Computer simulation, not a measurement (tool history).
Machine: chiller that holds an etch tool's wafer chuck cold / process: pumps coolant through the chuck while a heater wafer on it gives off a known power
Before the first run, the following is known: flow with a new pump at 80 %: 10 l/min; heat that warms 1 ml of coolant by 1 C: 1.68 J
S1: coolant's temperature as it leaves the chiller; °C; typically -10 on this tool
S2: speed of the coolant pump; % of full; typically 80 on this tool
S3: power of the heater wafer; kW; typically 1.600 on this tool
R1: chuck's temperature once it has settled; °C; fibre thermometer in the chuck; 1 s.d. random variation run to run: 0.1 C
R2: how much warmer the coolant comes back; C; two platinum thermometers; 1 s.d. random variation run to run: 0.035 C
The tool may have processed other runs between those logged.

Run 1, hour 0.0: usual settings. Result: R1 4.9 °C, R2 5.80 C.
Run 2, hour 126.0: usual settings but S1 -7 °C. Result: R1 7.9 °C, R2 5.92 C.
Run 3, hour 252.2: usual settings but S1 -13 °C. Result: R1 2.0 °C, R2 5.85 C.
Run 4, hour 391.1: usual settings but S1 -13 °C. Result: R1 2.2 °C, R2 5.85 C.
Run 5, hour 479.5: usual settings but S1 -13 °C. Result: R1 2.3 °C, R2 5.90 C.
Run 6, hour 539.3: usual settings. Result: R1 5.3 °C, R2 5.91 C.
Run 7, hour 621.4: usual settings. Result: R1 5.3 °C, R2 5.91 C.
Run 8, hour 739.3: usual settings. Result: R1 5.4 °C, R2 5.93 C.
Run 9, hour 843.3: usual settings. Result: R1 5.6 °C, R2 5.98 C.
Run 10, hour 985.2: usual settings. Result: R1 5.4 °C, R2 5.94 C.
Run 11, hour 1064.1: usual settings. Result: R1 5.5 °C, R2 5.98 C.
Run 12, hour 1200.2: usual settings but S1 -13 °C. Result: R1 2.6 °C, R2 5.96 C.
Run 13, hour 1279.0: usual settings but S1 -7 °C, S3 1.745 kW. Result: R1 10.0 °C, R2 6.55 C.
Run 14, hour 1376.2: usual settings but S1 -7 °C, S2 71 % of full, S3 1.143 kW. Result: R1 5.1 °C, R2 4.85 C.
At hour 1387.9: coolant pump overhauled.
Run 15, hour 1512.9: usual settings but S1 -7 °C, S2 71 % of full, S3 1.838 kW. Result: R1 12.6 °C, R2 7.98 C.
Run 16, hour 1620.9: usual settings but S1 -12 °C, S2 93 % of full, S3 1.544 kW. Result: R1 2.1 °C, R2 5.02 C.
Run 17, hour 1682.4: usual settings but S1 0 °C, S2 78 % of full, S3 1.756 kW. Result: R1 17.7 °C, R2 6.84 C.
Run 18, hour 1822.7: usual settings but S1 0 °C, S2 78 % of full, S3 1.756 kW. Result: R1 18.0 °C, R2 6.89 C.
Run 19, hour 1922.9: usual settings but S1 0 °C, S2 78 % of full, S3 1.756 kW. Result: R1 17.9 °C, R2 6.93 C.

What would each run have given without the hidden state, its run-to-run variation left as it was?
Hidden conditions of the tool in this case: heat passed by the chuck's channels, % of clean ones'; flow at a given pump speed, % of a new pump's; coolant's true temperature over the reading, C; drift of the gauge itself on chuck_c, C; drift of the gauge itself on warmer_back_c, C.
run    R1    R2
  1   4.2  5.67
  2   7.1  5.77
  3   1.2  5.68
  4   1.2  5.67
  5   1.3  5.71
  6   4.3  5.70
  7   4.3  5.70
  8   4.3  5.70
  9   4.4  5.75
 10   4.1  5.69
 11   4.2  5.72
 12   1.2  5.68
 13   8.4  6.23
 14   3.9  4.60
 15  10.6  7.51
 16   0.5  4.71
 17  15.8  6.41
 18  15.9  6.44
 19  15.8  6.46

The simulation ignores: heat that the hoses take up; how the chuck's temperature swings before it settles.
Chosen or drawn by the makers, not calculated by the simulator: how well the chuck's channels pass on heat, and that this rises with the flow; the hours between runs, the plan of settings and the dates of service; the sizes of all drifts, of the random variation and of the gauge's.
